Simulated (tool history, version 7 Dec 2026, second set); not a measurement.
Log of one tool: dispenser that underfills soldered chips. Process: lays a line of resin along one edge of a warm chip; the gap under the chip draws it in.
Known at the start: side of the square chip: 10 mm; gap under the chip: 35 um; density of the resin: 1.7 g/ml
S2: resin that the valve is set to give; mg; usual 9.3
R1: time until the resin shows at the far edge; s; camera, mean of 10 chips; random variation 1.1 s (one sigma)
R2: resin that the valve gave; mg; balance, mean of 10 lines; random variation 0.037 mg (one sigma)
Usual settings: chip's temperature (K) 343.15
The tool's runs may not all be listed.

{"run": 1, "day": 0.0, "chip's temperature (K)": 343.15, "S2": 9.3, "R1": 133.4, "R2": 8.5}
{"day": 0.075, "done": "dispensing valve cleaned and set on the balance"}
{"day": 0.158, "done": "new syringe of resin"}
{"run": 2, "day": 0.2, "chip's temperature (K)": 343.15, "S2": 9.3, "R1": 100.8, "R2": 9.2}
{"run": 3, "day": 0.354, "chip's temperature (K)": 343.15, "S2": 9.3, "R1": 116.2, "R2": 9.27}
{"run": 4, "day": 0.517, "chip's temperature (K)": 343.15, "S2": 9.3, "R1": 132.2, "R2": 9.25}
{"day": 0.612, "done": "new syringe of resin"}
{"run": 5, "day": 0.846, "chip's temperature (K)": 343.15, "S2": 9.3, "R1": 121.2, "R2": 9.17}
{"day": 1.067, "done": "new syringe of resin"}
{"run": 6, "day": 1.067, "chip's temperature (K)": 343.15, "S2": 9.3, "R1": 98.2, "R2": 9.14}
{"run": 7, "day": 1.362, "chip's temperature (K)": 343.15, "S2": 9.3, "R1": 123.6, "R2": 9.14}
{"day": 1.517, "done": "new syringe of resin"}
{"run": 8, "day": 1.696, "chip's temperature (K)": 343.15, "S2": 7.97, "R1": 120.4, "R2": 7.85}
{"day": 1.988, "done": "new syringe of resin"}
{"run": 9, "day": 2.012, "chip's temperature (K)": 343.15, "S2": 7.97, "R1": 107.7, "R2": 7.78}
{"run": 10, "day": 2.254, "chip's temperature (K)": 343.15, "S2": 7.97, "R1": 132.3, "R2": 7.76}
{"day": 2.438, "done": "new syringe of resin"}
{"run": 11, "day": 2.588, "chip's temperature (K)": 343.15, "S2": 7.97, "R1": 119.3, "R2": 7.72}
{"run": 12, "day": 2.738, "chip's temperature (K)": 343.15, "S2": 7.97, "R1": 133.6, "R2": 7.74}
{"day": 2.9, "done": "new syringe of resin"}
{"run": 13, "day": 2.992, "chip's temperature (K)": 343.15, "S2": 7.97, "R1": 109.7, "R2": 7.67}
{"run": 14, "day": 3.229, "chip's temperature (K)": 343.15, "S2": 7.97, "R1": 135, "R2": 7.7}
{"day": 3.367, "done": "new syringe of resin"}
{"run": 15, "day": 3.388, "chip's temperature (K)": 343.15, "S2": 8.37, "R1": 105.3, "R2": 8.1}
{"run": 16, "day": 3.679, "chip's temperature (K)": 343.15, "S2": 8.37, "R1": 131.9, "R2": 8.01}
{"day": 3.808, "done": "new syringe of resin"}
{"run": 17, "day": 3.892, "chip's temperature (K)": 343.15, "S2": 9.3, "R1": 106.7, "R2": 8.9}
{"run": 18, "day": 4.083, "chip's temperature (K)": 330.15, "S2": 9.3, "R1": 183.7, "R2": 8.85}
{"day": 4.267, "done": "new syringe of resin"}
{"run": 19, "day": 4.325, "chip's temperature (K)": 330.15, "S2": 9.3, "R1": 159.1, "R2": 8.88}
{"run": 20, "day": 4.508, "chip's temperature (K)": 343.15, "S2": 11.91, "R1": 121.1, "R2": 11.25}
{"day": 4.721, "done": "new syringe of resin"}
{"run": 21, "day": 4.754, "chip's temperature (K)": 352.15, "S2": 9.75, "R1": 79.2, "R2": 9.23}
{"run": 22, "day": 4.917, "chip's temperature (K)": 330.15, "S2": 8.51, "R1": 179.9, "R2": 8.05}
{"run": 23, "day": 5.125, "chip's temperature (K)": 343.15, "S2": 9.14, "R1": 139.4, "R2": 8.66}
{"day": 5.183, "done": "new syringe of resin"}
{"run": 24, "day": 5.275, "chip's temperature (K)": 337.15, "S2": 11.24, "R1": 126, "R2": 10.56}
{"run": 25, "day": 5.512, "chip's temperature (K)": 343.15, "S2": 12.07, "R1": 125.3, "R2": 11.35}
{"day": 5.625, "done": "new syringe of resin"}
{"run": 26, "day": 5.767, "chip's temperature (K)": 343.15, "S2": 12.07, "R1": 107.9, "R2": 11.28}
{"run": 27, "day": 5.954, "chip's temperature (K)": 343.15, "S2": 12.07, "R1": 127.2, "R2": 11.25}
{"day": 6.075, "done": "new syringe of resin"}
{"run": 28, "day": 6.162, "chip's temperature (K)": 343.15, "S2": 11.77, "R1": 103.4, "R2": 11}
{"run": 29, "day": 6.496, "chip's temperature (K)": 341.15, "S2": 11.89, "R1": 147.3, "R2": 11.03}
{"day": 6.521, "done": "new syringe of resin"}
{"run": 30, "day": 6.8, "chip's temperature (K)": 347.15, "S2": 8.92, "R1": 111, "R2": 8.26}
{"day": 6.971, "done": "new syringe of resin"}
{"run": 31, "day": 7.058, "chip's temperature (K)": 335.15, "S2": 8.65, "R1": 141.2, "R2": 7.94}
{"run": 32, "day": 7.2, "chip's temperature (K)": 344.15, "S2": 8.92, "R1": 119.5, "R2": 8.21}
{"day": 7.433, "done": "new syringe of resin"}
{"run": 33, "day": 7.467, "chip's temperature (K)": 334.15, "S2": 10.13, "R1": 136.1, "R2": 9.31}
{"run": 34, "day": 7.608, "chip's temperature (K)": 334.15, "S2": 10.13, "R1": 149.7, "R2": 9.32}
{"day": 7.879, "done": "new syringe of resin"}
{"run": 35, "day": 7.879, "chip's temperature (K)": 340.15, "S2": 11.72, "R1": 105.3, "R2": 10.66}
{"run": 36, "day": 8.058, "chip's temperature (K)": 355.15, "S2": 8.09, "R1": 85.5, "R2": 7.45}

Forecast each of these 4 alternatives for the next run:
{"run": "A", "day": 8.279, "chip's temperature (K)": 356.15, "S2": 9.98, "R1": "?", "R2": "?"}
{"run": "B", "day": 8.279, "chip's temperature (K)": 329.15, "S2": 12.06, "R1": "?", "R2": "?"}
{"run": "C", "day": 8.279, "chip's temperature (K)": 339.15, "S2": 8.59, "R1": "?", "R2": "?"}
{"run": "D", "day": 8.279, "chip's temperature (K)": 343.15, "S2": 11.23, "R1": "?", "R2": "?"}

run=A R1=94.5 R2=9.13
run=B R1=207.1 R2=10.86
run=C R1=160.7 R2=7.88
run=D R1=135.2 R2=10.22
Without the tool's hidden state the same runs would have given:
run=A R1=69.3 R2=10.04
run=B R1=153.8 R2=11.94
run=C R1=117 R2=8.65
run=D R1=100 R2=11.24
